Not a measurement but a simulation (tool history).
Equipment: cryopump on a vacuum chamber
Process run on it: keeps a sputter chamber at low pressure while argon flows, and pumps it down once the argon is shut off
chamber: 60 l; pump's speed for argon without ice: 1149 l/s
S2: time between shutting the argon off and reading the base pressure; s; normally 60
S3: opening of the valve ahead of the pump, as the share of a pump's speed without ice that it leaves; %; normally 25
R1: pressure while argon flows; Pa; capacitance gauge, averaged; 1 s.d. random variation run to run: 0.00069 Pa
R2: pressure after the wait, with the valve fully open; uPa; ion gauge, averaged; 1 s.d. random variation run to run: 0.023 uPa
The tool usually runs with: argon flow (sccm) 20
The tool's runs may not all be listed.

Run 1, day 0: usual settings. Result: R1 0.1186 Pa, R2 2.29 uPa.
Run 2, day 1.538: usual settings. Result: R1 0.1196 Pa, R2 2.24 uPa.
Run 3, day 2.708: usual settings but argon flow (sccm) 13. Result: R1 0.0777 Pa, R2 2.24 uPa.
Run 4, day 4.179: usual settings. Result: R1 0.1208 Pa, R2 2.3 uPa.
Run 5, day 5.467: usual settings. Result: R1 0.1213 Pa, R2 2.36 uPa.
Run 6, day 6.862: usual settings. Result: R1 0.1198 Pa, R2 2.37 uPa.
Run 7, day 8.275: usual settings but S3 52 %. Result: R1 0.0606 Pa, R2 2.34 uPa.
Run 8, day 9.196: usual settings but S3 52 %. Result: R1 0.0605 Pa, R2 2.3 uPa.
Run 9, day 10.838: usual settings but S3 52 %. Result: R1 0.0602 Pa, R2 2.41 uPa.
Run 10, day 12.425: usual settings but S2 118 s, S3 52 %. Result: R1 0.0601 Pa, R2 2.14 uPa.
Run 11, day 14.058: usual settings but S2 118 s, S3 52 %. Result: R1 0.0608 Pa, R2 2.14 uPa.
Run 12, day 15.338: usual settings but S2 118 s, S3 52 %. Result: R1 0.0587 Pa, R2 2.26 uPa.
Run 13, day 16.858: usual settings but S2 49 s, S3 52 %. Result: R1 0.0603 Pa, R2 2.61 uPa.
Run 14, day 17.604: usual settings but S2 49 s, S3 52 %. Result: R1 0.0595 Pa, R2 2.66 uPa.
Run 15, day 19.25: usual settings but S2 49 s, S3 52 %. Result: R1 0.0612 Pa, R2 2.72 uPa.
Run 16, day 20.4: usual settings but S2 49 s, S3 52 %. Result: R1 0.0612 Pa, R2 2.68 uPa.
Run 17, day 21.792: usual settings. Result: R1 0.1224 Pa, R2 2.55 uPa.
Run 18, day 22.642: usual settings. Result: R1 0.1226 Pa, R2 2.61 uPa.
Run 19, day 23.617: usual settings but argon flow (sccm) 17, S3 32 %. Result: R1 0.0814 Pa, R2 2.62 uPa.
Run 20, day 24.579: usual settings but argon flow (sccm) 17, S3 32 %. Result: R1 0.0816 Pa, R2 2.63 uPa.
Run 21, day 25.717: usual settings but argon flow (sccm) 10, S2 165 s, S3 18 %. Result: R1 0.0847 Pa, R2 2.3 uPa.
Run 22, day 26.846: usual settings but argon flow (sccm) 10, S2 165 s, S3 18 %. Result: R1 0.0845 Pa, R2 2.29 uPa.
Run 23, day 28.138: usual settings but argon flow (sccm) 10, S2 31 s, S3 17 %. Result: R1 0.0888 Pa, R2 3.18 uPa.
Run 24, day 29.688: usual settings but argon flow (sccm) 10, S2 214 s, S3 30 %. Result: R1 0.0513 Pa, R2 2.32 uPa.
Run 25, day 30.542: usual settings but argon flow (sccm) 28, S2 158 s, S3 19 %. Result: R1 0.2251 Pa, R2 2.4 uPa.
Run 26, day 31.233: usual settings but argon flow (sccm) 28, S2 158 s, S3 45 %. Result: R1 0.0985 Pa, R2 2.45 uPa.
Run 27, day 32.454: usual settings but argon flow (sccm) 28, S2 158 s, S3 45 %. Result: R1 0.0996 Pa, R2 2.42 uPa.
Run 28, day 33.817: usual settings but argon flow (sccm) 8, S2 223 s, S3 51 %. Result: R1 0.0262 Pa, R2 2.38 uPa.
Run 29, day 35.179: usual settings but argon flow (sccm) 11, S2 199 s, S3 50 %. Result: R1 0.0359 Pa, R2 2.39 uPa.
Run 30, day 35.975: usual settings but argon flow (sccm) 11, S2 34 s, S3 24 %. Result: R1 0.0714 Pa, R2 3.35 uPa.
Run 31, day 37.025: usual settings but S2 71 s. Result: R1 0.125 Pa, R2 2.73 uPa.
Run 32, day 38.283: usual settings but argon flow (sccm) 13, S2 80 s, S3 51 %. Result: R1 0.0419 Pa, R2 2.72 uPa.
Run 33, day 39.796: usual settings but argon flow (sccm) 13, S2 80 s, S3 51 %. Result: R1 0.0426 Pa, R2 2.73 uPa.
Run 34, day 41: usual settings but argon flow (sccm) 13, S2 80 s, S3 51 %. Result: R1 0.0428 Pa, R2 0.79 uPa.

Withheld: 1 entry from between the runs. Position of each, and hidden state at the listed run before versus the listed run after:
Logged between run 33 and run 34: leaking fittings of the chamber tightened, without venting (day 40.196)
  pump's speed, % of a pump's without ice: 82.6 -> 82.3; leak into the chamber, uPa l/s: 2203 -> 341
  measured less the result without the state, R1: +0.0043 -> +0.0044 Pa; R2: +2.07 -> +0.11 uPa
